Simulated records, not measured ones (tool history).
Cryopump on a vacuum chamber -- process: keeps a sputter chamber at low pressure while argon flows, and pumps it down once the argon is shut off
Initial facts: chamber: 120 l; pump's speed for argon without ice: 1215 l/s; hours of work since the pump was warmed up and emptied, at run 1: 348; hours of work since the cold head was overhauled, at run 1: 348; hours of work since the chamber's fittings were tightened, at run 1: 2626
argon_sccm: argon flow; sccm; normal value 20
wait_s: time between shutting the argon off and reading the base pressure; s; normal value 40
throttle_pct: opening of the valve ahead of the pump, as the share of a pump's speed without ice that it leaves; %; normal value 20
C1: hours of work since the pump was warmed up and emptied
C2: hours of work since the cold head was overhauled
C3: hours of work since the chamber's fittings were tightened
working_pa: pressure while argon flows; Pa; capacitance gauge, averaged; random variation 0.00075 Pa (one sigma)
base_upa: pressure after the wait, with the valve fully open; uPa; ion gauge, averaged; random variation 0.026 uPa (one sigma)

{"run": 1, "hour": 0.0, "argon_sccm": 20, "wait_s": 40, "throttle_pct": 20, "C1": 348, "C2": 348, "C3": 2626, "working_pa": 0.147, "base_upa": 3.28}
{"run": 2, "hour": 18.3, "argon_sccm": 35, "wait_s": 40, "throttle_pct": 20, "C1": 362, "C2": 362, "C3": 2641, "working_pa": 0.2566, "base_upa": 3.19}
{"run": 3, "hour": 40.3, "argon_sccm": 35, "wait_s": 40, "throttle_pct": 20, "C1": 380, "C2": 380, "C3": 2658, "working_pa": 0.255, "base_upa": 3.44}
{"run": 4, "hour": 54.2, "argon_sccm": 20, "wait_s": 40, "throttle_pct": 20, "C1": 391, "C2": 391, "C3": 2669, "working_pa": 0.1462, "base_upa": 3.45}
{"run": 5, "hour": 73.9, "argon_sccm": 9, "wait_s": 40, "throttle_pct": 20, "C1": 407, "C2": 407, "C3": 2685, "working_pa": 0.0676, "base_upa": 3.36}
{"run": 6, "hour": 88.0, "argon_sccm": 25, "wait_s": 195, "throttle_pct": 16, "C1": 418, "C2": 418, "C3": 2696, "working_pa": 0.2277, "base_upa": 2.73}
{"run": 7, "hour": 107.9, "argon_sccm": 25, "wait_s": 195, "throttle_pct": 16, "C1": 434, "C2": 434, "C3": 2712, "working_pa": 0.2277, "base_upa": 2.73}
{"run": 8, "hour": 117.8, "argon_sccm": 14, "wait_s": 91, "throttle_pct": 16, "C1": 441, "C2": 441, "C3": 2720, "working_pa": 0.1275, "base_upa": 3.01}

Expected results for the next run?
{"run": 9, "hour": 132.5, "argon_sccm": 14, "wait_s": 91, "throttle_pct": 16, "C1": 453, "C2": 453, "C3": 2731, "working_pa": "?", "base_upa": "?"}

Logged for run 9: working_pa 0.1281 Pa, base_upa 3.05 uPa.
Minus the tool's unlogged condition, the same run would have read working_pa 0.1218 Pa, base_upa 0.64 uPa.
